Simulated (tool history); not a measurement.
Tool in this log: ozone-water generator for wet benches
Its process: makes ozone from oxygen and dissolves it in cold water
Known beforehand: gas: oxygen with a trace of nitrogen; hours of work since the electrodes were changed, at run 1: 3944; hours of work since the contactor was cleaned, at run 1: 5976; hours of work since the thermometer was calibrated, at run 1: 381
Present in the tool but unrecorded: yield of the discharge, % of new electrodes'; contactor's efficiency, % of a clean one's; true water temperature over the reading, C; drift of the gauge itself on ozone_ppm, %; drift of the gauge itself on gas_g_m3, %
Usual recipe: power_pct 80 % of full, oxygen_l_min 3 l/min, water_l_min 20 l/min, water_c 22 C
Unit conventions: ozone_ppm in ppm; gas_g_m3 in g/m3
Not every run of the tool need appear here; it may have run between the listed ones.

run,hour,power_pct,oxygen_l_min,water_l_min,water_c,hours of work since the electrodes were changed,hours of work since the contactor was cleaned,hours of work since the thermometer was calibrated,ozone_ppm,gas_g_m3
1,0,80,3,20,22,3944,5976,381,11.8,197.9
2,176.8,80,3,20,22,4083,6115,520,12.2,196.8
3,268.1,80,3,20,22,4154,6186,592,11.8,196.9
4,359,80,3,20,22,4226,6257,663,12,195.2
# hour 375.2: contactor cleaned
5,466.2,80,3,20,22,4307,71,744,12.7,195.8
6,654.7,80,3,20,22,4454,219,892,12.9,193.9
7,733.6,80,3,20,22,4516,281,953,12.8,195
8,887.7,80,3,20,22,4637,402,1074,12.5,192.1
9,1068,80,3,20,22,4778,543,1216,12.7,190.9
10,1202.6,80,3,20,22,4884,649,1321,12.4,192.3
11,1287.5,80,3,20,22,4951,715,1388,12.3,191
12,1378.6,80,3,20,22,5022,787,1459,12.8,190.1
# hour 1393.2: water thermometer calibrated
13,1507.2,80,3,20,22,5122,887,89,12.5,190.1
14,1640.9,80,3,20,22,5227,992,194,12.3,188.5
15,1794.8,80,2.23,20,22,5348,1113,315,11.3,209.5
# hour 1890.6: water thermometer calibrated, once more
16,1973.8,80,3,20,24,5488,1253,65,12.1,189.4
17,2119.8,80,3,20,24,5602,1367,180,11.9,188.1
18,2253.1,57,3,12,24,5707,1472,284,16.3,156.2
19,2398.8,57,5.31,12,28,5821,1586,398,15.9,127.5
20,2538.2,57,5.31,12,28,5930,1695,508,15.6,126.6
21,2668.2,60,3,13,30,6032,1797,610,14.2,159.7
22,2768.1,58,3,19,22,6111,1875,688,10.7,157.3
23,2874.7,50,3,20,24,6194,1959,772,9,144
24,3060.8,50,3.72,13,20,6340,2105,917,15.4,134.2
25,3195.7,50,3.72,13,20,6446,2211,1023,15.3,132.8
26,3307.1,80,3,20,28,6533,2298,1111,11.1,182.5
27,3486.1,80,2.1,22,18,6674,2438,1251,9.6,205.9
28,3577.5,70,4.99,15,15,6745,2510,1323,17.6,140.9
29,3659.5,80,3,16,18,6810,2574,1387,15.1,180.1
30,3769.1,63,3.72,30,19,6895,2660,1473,7,148.1
31,3861.1,56,5.13,20,22,6968,2732,1545,10.9,124.8
32,3976.2,56,5.13,20,22,7058,2822,1635,10.8,123.3
33,4112.7,56,5.13,20,22,7165,2930,1742,10.9,124.1
34,4238.2,60,2.04,29,18,7263,3028,1841,5.3,174.7

Alternative continuations, all from the tool just after run 34; predict every row:
A,4377,80,3,20,22,7372,3137,1949,?,?
B,4377,100,2.04,23,18,7372,3137,1949,?,?
C,4377,60,3.21,29,18,7372,3137,1949,?,?

run,ozone_ppm,gas_g_m3
A,11.3,175
B,9.7,226.6
C,6.7,149.6
Without the tool's hidden state the same runs would have given:
run,ozone_ppm,gas_g_m3
A,14.9,222.5
B,13.1,296.1
C,8.6,183.7
